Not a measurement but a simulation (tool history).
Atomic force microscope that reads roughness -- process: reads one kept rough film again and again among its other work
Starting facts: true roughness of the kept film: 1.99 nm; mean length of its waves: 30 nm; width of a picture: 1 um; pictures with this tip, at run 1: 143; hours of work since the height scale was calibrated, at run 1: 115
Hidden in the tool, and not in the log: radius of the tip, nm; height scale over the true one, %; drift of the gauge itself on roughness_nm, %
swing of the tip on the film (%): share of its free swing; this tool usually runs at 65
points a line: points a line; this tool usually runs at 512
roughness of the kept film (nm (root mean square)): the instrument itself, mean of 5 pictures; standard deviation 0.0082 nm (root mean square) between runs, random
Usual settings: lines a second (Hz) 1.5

| run | day | lines a second (Hz) | swing of the tip on the film (%) | points a line | pictures with this tip | hours of work since the height scale was calibrated | roughness of the kept film (nm (root mean square)) |
|---|---|---|---|---|---|---|---|
| 1 | 0 | 1.5 | 65 | 512 | 143 | 115 | 1.797 |
| 2 | 0.829 | 1.5 | 65 | 512 | 164 | 125 | 1.776 |
| 3 | 1.662 | 2.21 | 65 | 512 | 185 | 136 | 1.754 |
| 4 | 2.233 | 2.21 | 65 | 512 | 199 | 143 | 1.759 |
| 5 | 3.046 | 0.51 | 65 | 512 | 220 | 153 | 1.86 |
| 6 | 3.512 | 0.51 | 65 | 512 | 231 | 159 | 1.857 |
|  | 3.788 | new tip fitted |
| 7 | 4.004 | 1.95 | 74 | 916 | 5 | 165 | 1.686 |
| 8 | 4.792 | 1.18 | 71 | 593 | 25 | 175 | 1.795 |
| 9 | 5.217 | 1.35 | 65 | 512 | 36 | 180 | 1.813 |
| 10 | 5.729 | 0.65 | 81 | 481 | 48 | 186 | 1.785 |
| 11 | 6.396 | 0.65 | 81 | 481 | 65 | 195 | 1.78 |

3 ways to go on from here, each from the tool as it stands after run 11. What would each give?
| A | 7.025 | 0.5 | 68 | 360 | 81 | 203 | ? |
| B | 7.025 | 1.5 | 66 | 333 | 81 | 203 | ? |
| C | 7.025 | 1.06 | 81 | 481 | 81 | 203 | ? |

| run | roughness of the kept film (nm (root mean square)) |
|---|---|
| A | 1.84 |
| B | 1.774 |
| C | 1.733 |
Without the tool's unlogged condition, the same runs would have read:
| run | roughness of the kept film (nm (root mean square)) |
|---|---|
| A | 1.843 |
| B | 1.776 |
| C | 1.735 |
